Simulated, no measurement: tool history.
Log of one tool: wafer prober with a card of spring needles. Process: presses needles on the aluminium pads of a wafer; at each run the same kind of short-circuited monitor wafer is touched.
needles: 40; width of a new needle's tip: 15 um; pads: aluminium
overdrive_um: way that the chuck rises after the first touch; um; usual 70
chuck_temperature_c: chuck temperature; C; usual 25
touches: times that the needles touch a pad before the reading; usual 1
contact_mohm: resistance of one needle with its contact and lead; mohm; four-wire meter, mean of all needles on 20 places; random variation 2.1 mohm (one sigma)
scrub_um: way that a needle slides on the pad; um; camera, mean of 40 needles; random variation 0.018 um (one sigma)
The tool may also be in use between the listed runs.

Run 1, day 0.000: usual settings. Result: contact_mohm 346 mohm, scrub_um 11.04 um.
At day 0.096: tips cleaned on abrasive film.
At day 0.588: tips cleaned on abrasive film.
At day 1.054: tips cleaned on abrasive film.
Run 2, day 1.133: usual settings but overdrive_um 76 um. Result: contact_mohm 264 mohm, scrub_um 11.97 um.
At day 1.617: tips cleaned on abrasive film.
At day 2.121: tips cleaned on abrasive film.
At day 2.675: tips cleaned on abrasive film.
Run 3, day 2.833: usual settings but overdrive_um 76 um. Result: contact_mohm 290 mohm, scrub_um 11.99 um.
At day 3.204: tips cleaned on abrasive film.
At day 3.704: tips cleaned on abrasive film.
At day 4.192: tips cleaned on abrasive film.
Run 4, day 4.192: usual settings but overdrive_um 76 um. Result: contact_mohm 239 mohm, scrub_um 11.95 um.
At day 4.692: tips cleaned on abrasive film.
At day 5.150: tips cleaned on abrasive film.
Run 5, day 5.150: usual settings but overdrive_um 76 um. Result: contact_mohm 229 mohm, scrub_um 11.93 um.
At day 5.679: tips cleaned on abrasive film.
Run 6, day 6.000: usual settings but overdrive_um 76 um. Result: contact_mohm 328 mohm, scrub_um 11.90 um.
At day 6.188: tips cleaned on abrasive film.
At day 6.667: tips cleaned on abrasive film.
Run 7, day 6.829: usual settings. Result: contact_mohm 314 mohm, scrub_um 10.94 um.
At day 7.129: tips cleaned on abrasive film.
At day 7.679: tips cleaned on abrasive film.
At day 8.196: tips cleaned on abrasive film.
Run 8, day 8.283: usual settings but overdrive_um 64 um, chuck_temperature_c 30 C, touches 3. Result: contact_mohm 255 mohm, scrub_um 9.97 um.
At day 8.692: tips cleaned on abrasive film.
At day 9.146: tips cleaned on abrasive film.
Run 9, day 9.538: usual settings but overdrive_um 64 um, chuck_temperature_c 30 C, touches 3. Result: contact_mohm 281 mohm, scrub_um 9.99 um.
At day 9.654: tips cleaned on abrasive film.
At day 10.175: tips cleaned on abrasive film.
At day 10.729: tips cleaned on abrasive film.
Run 10, day 11.000: usual settings but overdrive_um 64 um, chuck_temperature_c 30 C, touches 3. Result: contact_mohm 281 mohm, scrub_um 9.95 um.
At day 11.188: tips cleaned on abrasive film.
At day 11.704: tips cleaned on abrasive film.
At day 12.212: tips cleaned on abrasive film.
At day 12.696: tips cleaned on abrasive film.
Run 11, day 12.696: usual settings but overdrive_um 64 um, chuck_temperature_c 30 C, touches 3. Result: contact_mohm 236 mohm, scrub_um 9.89 um.
At day 13.254: tips cleaned on abrasive film.
Run 12, day 13.450: usual settings but chuck_temperature_c 93 C, touches 2. Result: contact_mohm 305 mohm, scrub_um 10.84 um.
At day 13.758: tips cleaned on abrasive film.
Run 13, day 14.196: usual settings. Result: contact_mohm 354 mohm, scrub_um 10.85 um.

5 ways to go on from here, each from the tool as it stands after run 13. What would each give?
At day 14.312: tips cleaned on abrasive film.
At day 14.871: tips cleaned on abrasive film.
Run A, day 15.296: usual settings but overdrive_um 52 um, chuck_temperature_c 28 C. Result: contact_mohm ?, scrub_um ?.
At day 14.312: tips cleaned on abrasive film.
At day 14.871: tips cleaned on abrasive film.
Run B, day 15.296: usual settings but chuck_temperature_c 38 C. Result: contact_mohm ?, scrub_um ?.
At day 14.312: tips cleaned on abrasive film.
At day 14.871: tips cleaned on abrasive film.
Run C, day 15.296: usual settings but overdrive_um 65 um, chuck_temperature_c 115 C. Result: contact_mohm ?, scrub_um ?.
At day 14.312: tips cleaned on abrasive film.
At day 14.871: tips cleaned on abrasive film.
Run D, day 15.296: usual settings but touches 2. Result: contact_mohm ?, scrub_um ?.
At day 14.312: tips cleaned on abrasive film.
At day 14.871: tips cleaned on abrasive film.
Run E, day 15.296: usual settings but overdrive_um 87 um, chuck_temperature_c 28 C, touches 3. Result: contact_mohm ?, scrub_um ?.

run  contact_mohm  scrub_um
  A           452      8.00
  B           354     10.82
  C           385     10.06
  D           301     10.83
  E           257     13.55
Without the tool's hidden state the same runs would have given:
run  contact_mohm  scrub_um
  A           233      8.26
  B           228     11.08
  C           255     10.32
  D           223     11.09
  E           224     13.81
